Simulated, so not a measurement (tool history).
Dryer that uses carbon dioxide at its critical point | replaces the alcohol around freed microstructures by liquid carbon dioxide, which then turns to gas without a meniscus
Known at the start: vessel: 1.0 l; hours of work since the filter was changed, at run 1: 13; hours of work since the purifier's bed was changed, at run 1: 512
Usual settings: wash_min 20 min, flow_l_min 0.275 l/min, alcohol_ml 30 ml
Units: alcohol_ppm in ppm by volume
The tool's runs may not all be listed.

run,hour,wash_min,flow_l_min,alcohol_ml,hours of work since the filter was changed,hours of work since the purifier's bed was changed,alcohol_ppm
1,0.0,20,0.275,30,13,512,341
2,16.0,20,0.275,30,21,519,338
# hour 27.0: purifier's bed changed
3,38.4,20,0.275,30,30,5,221
4,55.2,20,0.275,23,38,13,175
5,68.0,20,0.275,23,44,19,184
6,91.8,20,0.275,23,55,30,188
7,107.8,20,0.275,23,62,38,194
8,124.8,20,0.170,30,70,46,1536
9,147.0,20,0.275,102,80,56,867
10,175.3,20,0.275,102,93,69,883
11,201.8,20,0.275,30,106,81,290
12,217.0,20,0.275,30,113,88,301
13,239.5,20,0.275,30,123,99,325
14,256.7,20,0.275,30,131,107,319
15,271.5,20,0.275,30,138,114,322
16,301.0,20,0.275,30,152,128,331
17,316.4,20,0.275,30,159,135,339
18,330.6,20,0.275,26,166,141,318
19,357.9,30,0.368,30,178,154,47
20,375.1,29,0.275,57,186,162,128
21,393.6,19,0.169,57,195,171,4142
22,419.7,24,0.275,58,207,183,338
23,437.5,24,0.275,58,216,191,343
24,463.0,24,0.275,37,227,203,249
25,490.4,14,0.172,87,240,216,12864
26,514.7,20,0.172,87,251,227,5907
# hour 518.3: inlet filter changed
27,540.4,20,0.281,48,10,239,358
28,559.7,23,0.281,33,19,248,159
29,582.6,20,0.421,30,30,258,89
30,595.6,27,0.302,25,36,264,89
31,611.7,28,0.421,25,44,272,71
32,639.9,17,0.313,61,57,285,631
33,660.3,15,0.186,41,66,294,3457

Forecast each of these 3 alternatives for the next run:
A,678.5,13,0.253,22,75,303,?
B,678.5,15,0.201,109,75,303,?
C,678.5,15,0.294,41,75,303,?

run,alcohol_ppm
A,1332
B,7851
C,953
Without the tool's hidden state the same runs would have given:
run,alcohol_ppm
A,1112
B,6954
C,748
